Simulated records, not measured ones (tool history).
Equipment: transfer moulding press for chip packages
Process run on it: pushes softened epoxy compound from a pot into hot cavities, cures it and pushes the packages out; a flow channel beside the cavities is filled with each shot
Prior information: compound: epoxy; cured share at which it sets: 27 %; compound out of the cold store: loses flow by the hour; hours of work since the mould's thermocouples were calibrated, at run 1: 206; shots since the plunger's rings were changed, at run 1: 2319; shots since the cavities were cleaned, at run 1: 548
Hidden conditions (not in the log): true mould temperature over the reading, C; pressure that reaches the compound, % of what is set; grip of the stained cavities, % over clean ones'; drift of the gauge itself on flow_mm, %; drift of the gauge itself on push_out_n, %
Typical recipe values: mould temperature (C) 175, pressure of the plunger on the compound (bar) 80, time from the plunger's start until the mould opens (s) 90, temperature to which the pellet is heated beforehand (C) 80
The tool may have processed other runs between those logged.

run   hour  mould temperature (C)  pressure of the plunger on the compound (bar)  time from the plunger's start until the mould opens (s)  temperature to which the pellet is heated beforehand (C)  hours of work since the mould's thermocouples were calibrated  shots since the plunger's rings were changed  shots since the cavities were cleaned  incoming compound's hours out of the cold store  length that the compound runs in the flow channel (mm)  greatest force on the pins that push the packages out (N)
  1      0                    175                                             80                                                       90                                                        80                                                            206                                          2319                                    548                                             26.5                                                     557                                                        425
       7.4  -- cavities cleaned with cleaning compound and waxed
  2     46                    171                                             80                                                       90                                                        80                                                            230                                          2796                                    414                                             32.3                                                     539                                                        488
      66.5  -- cavities cleaned with cleaning compound and waxed
  3  105.2                    171                                             80                                                       90                                                        80                                                            261                                          3414                                    415                                             28.6                                                     540                                                        516
     123.5  -- cavities cleaned with cleaning compound and waxed
  4  134.7                    171                                             80                                                       90                                                        80                                                            276                                          3714                                    120                                              9.5                                                     579                                                        437
  5  177.3                    171                                             80                                                       90                                                        80                                                            299                                          4170                                    576                                             15.2                                                     557                                                        528
     183.2  -- cavities cleaned with cleaning compound and waxed
  6  236.5                    171                                             80                                                       90                                                        80                                                            330                                          4788                                    571                                             15.5                                                     546                                                        552
     242.9  -- cavities cleaned with cleaning compound and waxed
     253.7  -- plunger's sealing rings changed
  7  266.5                    171                                             80                                                       86                                                        81                                                            344                                           137                                    226                                             37.2                                                     564                                                        508
       307  -- cavities cleaned with cleaning compound and waxed
  8  319.1                    171                                             80                                                       86                                                        80                                                            372                                           684                                    130                                             19.3                                                     589                                                        456
     365.1  -- cavities cleaned with cleaning compound and waxed
  9  365.1                    171                                           77.4                                                       81                                                        80                                                            396                                          1161                                      0                                             39.1                                                     534                                                        423
 10  419.7                    175                                             80                                                       90                                                        79                                                            425                                          1746                                    585                                             29.1                                                     550                                                        440

What if the next run were any one of these 5? Each begins from the tool's condition after run 10:
     426.7  -- cavities cleaned with cleaning compound and waxed
  A  475.7                    173                                             80                                                       90                                                        84                                                            455                                          2329                                    524                                             31.7                                                       ?                                                          ?
     426.7  -- cavities cleaned with cleaning compound and waxed
  B  475.7                    179                                           69.9                                                       90                                                        74                                                            455                                          2329                                    524                                             36.3                                                       ?                                                          ?
     426.7  -- cavities cleaned with cleaning compound and waxed
  C  475.7                    175                                           80.1                                                       73                                                        87                                                            455                                          2329                                    524                                             45.5                                                       ?                                                          ?
     426.7  -- cavities cleaned with cleaning compound and waxed
  D  475.7                    175                                           74.7                                                      112                                                        79                                                            455                                          2329                                    524                                             19.9                                                       ?                                                          ?
     426.7  -- cavities cleaned with cleaning compound and waxed
  E  475.7                    175                                             80                                                      122                                                        80                                                            455                                          2329                                    524                                             12.8                                                       ?                                                          ?

run  length that the compound runs in the flow channel (mm)  greatest force on the pins that push the packages out (N)
  A                                                     544                                                        454
  B                                                     494                                                        396
  C                                                     522                                                        573
  D                                                     545                                                        381
  E                                                     572                                                        381
With no hidden state in the tool, these same runs would have given:
run  length that the compound runs in the flow channel (mm)  greatest force on the pins that push the packages out (N)
  A                                                     570                                                        308
  B                                                     518                                                        275
  C                                                     547                                                        386
  D                                                     571                                                        266
  E                                                     599                                                        267

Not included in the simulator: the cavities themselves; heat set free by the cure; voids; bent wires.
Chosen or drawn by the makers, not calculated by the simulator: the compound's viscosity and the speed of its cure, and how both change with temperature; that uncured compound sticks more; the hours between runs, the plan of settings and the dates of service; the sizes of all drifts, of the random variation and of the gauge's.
